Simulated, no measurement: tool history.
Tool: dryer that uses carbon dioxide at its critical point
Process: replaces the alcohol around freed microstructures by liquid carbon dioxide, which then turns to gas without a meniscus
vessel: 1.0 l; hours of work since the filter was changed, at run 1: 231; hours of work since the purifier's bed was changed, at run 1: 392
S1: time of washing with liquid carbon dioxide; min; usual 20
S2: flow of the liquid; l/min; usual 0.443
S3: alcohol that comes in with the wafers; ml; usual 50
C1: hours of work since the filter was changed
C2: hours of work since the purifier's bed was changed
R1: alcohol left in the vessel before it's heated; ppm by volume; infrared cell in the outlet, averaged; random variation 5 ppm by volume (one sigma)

run     day  S1     S2   S3   C1   C2    R1
  1       0  20  0.443   50  231  392   132
  2   0.871  20  0.443   50  238  399   124
  3   2.033  20  0.443   50  247  408   137
  4     3.3  20  0.443   50  257  418   137
  5   4.167  20  0.443   50  264  425   135
  6   5.783  20  0.443   50  277  437   140
  7   7.225  20  0.443   50  288  449   143
  8   9.038  20  0.443   50  302  463   157
  9  10.654  20  0.536   50  315  476   130
 10  11.675  20  0.443   38  323  484   151
 11  13.138  20  0.443   50  335  496   160
 12  14.225  20  0.443   50  343  504   159
 13  15.958  20  0.443   50  357  518   168
 14  17.167  20  0.443   50  367  528   171
 15  18.858  20  0.443   50  380  541   174
 16  20.571  20  0.443   50  394  555   181
 17  21.458  20  0.443   50  401  562   184
     21.929  -- inlet filter changed
 18  22.742  20  0.443   50    6  572   160
 19  24.354  20  0.443   50   19  584   160
 20  25.188  20  0.443   37   26  591   154
 21  26.433  20  0.443   37   36  601   163
 22  27.558  20  0.285   37   45  610   393
 23  28.967  20  0.443   50   56  621   164
 24  30.129  24  0.551   99   65  630   159
 25  31.288  13  0.485   86   74  639   459
 26  32.042  13  0.409  112   80  645  1162
 27  33.529  15  0.435   52   92  657   325
 28  34.275  12  0.309   22   98  663  1042
 29  36.012  18  0.443   50  112  677   206

Forecast run 30:
 30  36.817  32  0.443  110  118  683   ?

{"run 30": {"R1": 172}}
Without the tool's hidden state the same run would have given R1 10 ppm by volume.

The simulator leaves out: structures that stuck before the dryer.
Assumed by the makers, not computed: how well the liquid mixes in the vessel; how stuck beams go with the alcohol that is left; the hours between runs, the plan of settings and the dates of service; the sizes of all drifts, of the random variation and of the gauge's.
